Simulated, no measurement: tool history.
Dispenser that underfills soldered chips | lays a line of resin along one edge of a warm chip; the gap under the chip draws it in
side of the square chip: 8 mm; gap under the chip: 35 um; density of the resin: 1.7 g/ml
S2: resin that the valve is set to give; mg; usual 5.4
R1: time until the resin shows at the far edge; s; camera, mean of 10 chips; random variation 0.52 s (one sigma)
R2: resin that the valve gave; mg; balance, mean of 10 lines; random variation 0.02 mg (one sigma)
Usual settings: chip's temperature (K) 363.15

{"run": 1, "hour": 0.0, "chip's temperature (K)": 363.15, "S2": 5.4, "R1": 45.4, "R2": 5.24}
{"run": 2, "hour": 2.7, "chip's temperature (K)": 358.15, "S2": 5.4, "R1": 56.9, "R2": 5.22}
{"run": 3, "hour": 6.6, "chip's temperature (K)": 358.15, "S2": 5.4, "R1": 50.8, "R2": 5.22}
{"run": 4, "hour": 10.1, "chip's temperature (K)": 363.15, "S2": 5.4, "R1": 49.7, "R2": 5.2}
{"run": 5, "hour": 15.1, "chip's temperature (K)": 363.15, "S2": 5.4, "R1": 44.7, "R2": 5.17}
{"run": 6, "hour": 19.8, "chip's temperature (K)": 363.15, "S2": 5.4, "R1": 53.1, "R2": 5.17}
{"run": 7, "hour": 24.3, "chip's temperature (K)": 363.15, "S2": 5.4, "R1": 47.4, "R2": 5.17}
{"run": 8, "hour": 28.6, "chip's temperature (K)": 363.15, "S2": 5.4, "R1": 52.3, "R2": 5.17}
{"run": 9, "hour": 32.5, "chip's temperature (K)": 363.15, "S2": 5.4, "R1": 46.6, "R2": 5.17}
{"run": 10, "hour": 36.8, "chip's temperature (K)": 363.15, "S2": 5.91, "R1": 52.3, "R2": 5.62}
{"run": 11, "hour": 41.6, "chip's temperature (K)": 363.15, "S2": 5.91, "R1": 48.4, "R2": 5.58}
{"run": 12, "hour": 45.6, "chip's temperature (K)": 363.15, "S2": 6.85, "R1": 41.6, "R2": 6.49}
{"run": 13, "hour": 48.8, "chip's temperature (K)": 378.15, "S2": 5.4, "R1": 31.9, "R2": 5.11}
{"run": 14, "hour": 51.6, "chip's temperature (K)": 363.15, "S2": 5.77, "R1": 52, "R2": 5.46}
{"run": 15, "hour": 54.2, "chip's temperature (K)": 363.15, "S2": 5.77, "R1": 43.4, "R2": 5.46}
{"run": 16, "hour": 56.6, "chip's temperature (K)": 363.15, "S2": 5.77, "R1": 48, "R2": 5.48}
{"run": 17, "hour": 61.3, "chip's temperature (K)": 363.15, "S2": 6, "R1": 44.3, "R2": 5.66}
{"run": 18, "hour": 66.3, "chip's temperature (K)": 363.15, "S2": 6, "R1": 51.3, "R2": 5.61}
{"run": 19, "hour": 69.6, "chip's temperature (K)": 364.15, "S2": 4.98, "R1": 43.9, "R2": 4.73}
{"run": 20, "hour": 74.5, "chip's temperature (K)": 376.15, "S2": 5.4, "R1": 36.6, "R2": 5.06}
{"run": 21, "hour": 79.0, "chip's temperature (K)": 376.15, "S2": 5.4, "R1": 34.3, "R2": 5.09}
{"run": 22, "hour": 83.7, "chip's temperature (K)": 352.15, "S2": 6.99, "R1": 74.1, "R2": 6.53}
{"run": 23, "hour": 87.1, "chip's temperature (K)": 373.15, "S2": 5.01, "R1": 37.7, "R2": 4.63}
{"run": 24, "hour": 90.3, "chip's temperature (K)": 373.15, "S2": 5.01, "R1": 39.4, "R2": 4.99}
{"run": 25, "hour": 93.1, "chip's temperature (K)": 373.15, "S2": 5.01, "R1": 34.3, "R2": 4.98}
{"run": 26, "hour": 97.2, "chip's temperature (K)": 363.15, "S2": 6.59, "R1": 48.2, "R2": 6.57}
{"run": 27, "hour": 100.4, "chip's temperature (K)": 363.15, "S2": 6.59, "R1": 52.9, "R2": 6.51}
{"run": 28, "hour": 104.3, "chip's temperature (K)": 357.15, "S2": 5.28, "R1": 57, "R2": 5.26}
{"run": 29, "hour": 107.5, "chip's temperature (K)": 368.15, "S2": 5.7, "R1": 44.8, "R2": 5.64}
{"run": 30, "hour": 110.1, "chip's temperature (K)": 371.15, "S2": 6.55, "R1": 35, "R2": 6.46}
{"run": 31, "hour": 112.3, "chip's temperature (K)": 372.15, "S2": 5.4, "R1": 37.5, "R2": 5.36}
{"run": 32, "hour": 115.3, "chip's temperature (K)": 372.15, "S2": 5.4, "R1": 41.4, "R2": 5.3}
{"run": 33, "hour": 120.0, "chip's temperature (K)": 358.15, "S2": 4.63, "R1": 59.6, "R2": 4.57}
{"run": 34, "hour": 124.3, "chip's temperature (K)": 357.15, "S2": 4.82, "R1": 53.8, "R2": 4.75}
{"run": 35, "hour": 128.5, "chip's temperature (K)": 363.15, "S2": 5.57, "R1": 50.3, "R2": 5.48}

Taken out of this log: 17 entries between the listed runs. Where each belongs, and how the hidden state differs across it:
Between runs 2 and 3: new syringe of resin (hour 6.1)
  resin's viscosity, % of fresh resin's: 114.1 -> 103.1; dose that the valve gives, % of what is set: 96.68 -> 96.51; true chip temperature over the reading, C: -0.41 -> -0.42
  measured less the result without the state, R1: +7.9 -> +2.5 s; R2: -0.18 -> -0.19 mg
Between runs 4 and 5: new syringe of resin (hour 13.8)
  resin's viscosity, % of fresh resin's: 114.7 -> 105; dose that the valve gives, % of what is set: 96.34 -> 96.13; true chip temperature over the reading, C: -0.43 -> -0.44
  measured less the result without the state, R1: +7.2 -> +3 s; R2: -0.2 -> -0.21 mg
Between runs 6 and 7: new syringe of resin (hour 21.7)
  resin's viscosity, % of fresh resin's: 120.5 -> 106.5; dose that the valve gives, % of what is set: 95.91 -> 95.71; true chip temperature over the reading, C: -0.45 -> -0.46
  measured less the result without the state, R1: +10 -> +3.8 s; R2: -0.22 -> -0.24 mg
Between runs 8 and 9: new syringe of resin (hour 29.6)
  resin's viscosity, % of fresh resin's: 121.1 -> 107.6; dose that the valve gives, % of what is set: 95.52 -> 95.36
  measured less the result without the state, R1: +10.1 -> +4.3 s; R2: -0.24 -> -0.25 mg
Between runs 10 and 11: new syringe of resin (hour 37.5)
  resin's viscosity, % of fresh resin's: 122.2 -> 112.7; dose that the valve gives, % of what is set: 95.18 -> 94.98; true chip temperature over the reading, C: -0.48 -> -0.49
  measured less the result without the state, R1: +10.4 -> +6.4 s; R2: -0.29 -> -0.3 mg
Between runs 11 and 12: new syringe of resin (hour 45.3)
  resin's viscosity, % of fresh resin's: 112.7 -> 98.9; dose that the valve gives, % of what is set: 94.98 -> 94.81; true chip temperature over the reading, C: -0.49 -> -0.5
  measured less the result without the state, R1: +6.4 -> +0.3 s; R2: -0.3 -> -0.35 mg
Between runs 14 and 15: new syringe of resin (hour 52.9)
  resin's viscosity, % of fresh resin's: 118.1 -> 104; dose that the valve gives, % of what is set: 94.56 -> 94.45; true chip temperature over the reading, C: -0.51 -> -0.52
  measured less the result without the state, R1: +9.1 -> +2.7 s; R2: -0.31 -> -0.32 mg
Between runs 16 and 17: new syringe of resin (hour 60.7)
  resin's viscosity, % of fresh resin's: 111.7 -> 101.8; dose that the valve gives, % of what is set: 94.33 -> 94.15; true chip temperature over the reading, C: -0.53 -> -0.54
  measured less the result without the state, R1: +6 -> +1.8 s; R2: -0.33 -> -0.35 mg
Between runs 18 and 19: new syringe of resin (hour 68.6)
  resin's viscosity, % of fresh resin's: 118.1 -> 100.5; dose that the valve gives, % of what is set: 93.93 -> 93.79
  measured less the result without the state, R1: +8.8 -> +1.8 s; R2: -0.36 -> -0.31 mg
Between runs 20 and 21: new syringe of resin (hour 76.4)
  resin's viscosity, % of fresh resin's: 116.1 -> 109.5; dose that the valve gives, % of what is set: 93.6 -> 93.41
  measured less the result without the state, R1: +6 -> +4 s; R2: -0.34 -> -0.36 mg
Between runs 22 and 23: new syringe of resin (hour 84.3)
  resin's viscosity, % of fresh resin's: 125.9 -> 109.2; dose that the valve gives, % of what is set: 93.2 -> 93.06; true chip temperature over the reading, C: -0.58 -> -0.59
  measured less the result without the state, R1: +16.6 -> +4.6 s; R2: -0.48 -> -0.35 mg
Between runs 23 and 24: dispensing valve cleaned and set on the balance (hour 89)
  resin's viscosity, % of fresh resin's: 109.2 -> 116.6; dose that the valve gives, % of what is set: 93.06 -> 99.7; true chip temperature over the reading, C: -0.59 -> -0.6
  measured less the result without the state, R1: +4.6 -> +6.2 s; R2: -0.35 -> -0.02 mg
Between runs 24 and 25: new syringe of resin (hour 93.1)
  resin's viscosity, % of fresh resin's: 116.6 -> 99.9; dose that the valve gives, % of what is set: 99.7 -> 99.6
  measured less the result without the state, R1: +6.2 -> +0.5 s; R2: -0.02 -> -0.02 mg
Between runs 27 and 28: new syringe of resin (hour 101)
  resin's viscosity, % of fresh resin's: 124.1 -> 109.6; dose that the valve gives, % of what is set: 99.28 -> 99.12; true chip temperature over the reading, C: -0.62 -> -0.63
  measured less the result without the state, R1: +11 -> +6 s; R2: -0.05 -> -0.05 mg
Between runs 29 and 30: new syringe of resin (hour 108.6)
  resin's viscosity, % of fresh resin's: 120.4 -> 104; dose that the valve gives, % of what is set: 98.97 -> 98.88; true chip temperature over the reading, C: -0.63 -> -0.64
  measured less the result without the state, R1: +8.2 -> +1.9 s; R2: -0.06 -> -0.08 mg
Between runs 32 and 33: new syringe of resin (hour 116.4)
  resin's viscosity, % of fresh resin's: 121.6 -> 111.5; dose that the valve gives, % of what is set: 98.65 -> 98.46; true chip temperature over the reading, C: -0.65 -> -0.66
  measured less the result without the state, R1: +8 -> +7.4 s; R2: -0.07 -> -0.07 mg
Between runs 33 and 34: new syringe of resin (hour 124.1)
  resin's viscosity, % of fresh resin's: 111.5 -> 102; dose that the valve gives, % of what is set: 98.46 -> 98.28; true chip temperature over the reading, C: -0.66 -> -0.67
  measured less the result without the state, R1: +7.4 -> +2.4 s; R2: -0.07 -> -0.08 mg

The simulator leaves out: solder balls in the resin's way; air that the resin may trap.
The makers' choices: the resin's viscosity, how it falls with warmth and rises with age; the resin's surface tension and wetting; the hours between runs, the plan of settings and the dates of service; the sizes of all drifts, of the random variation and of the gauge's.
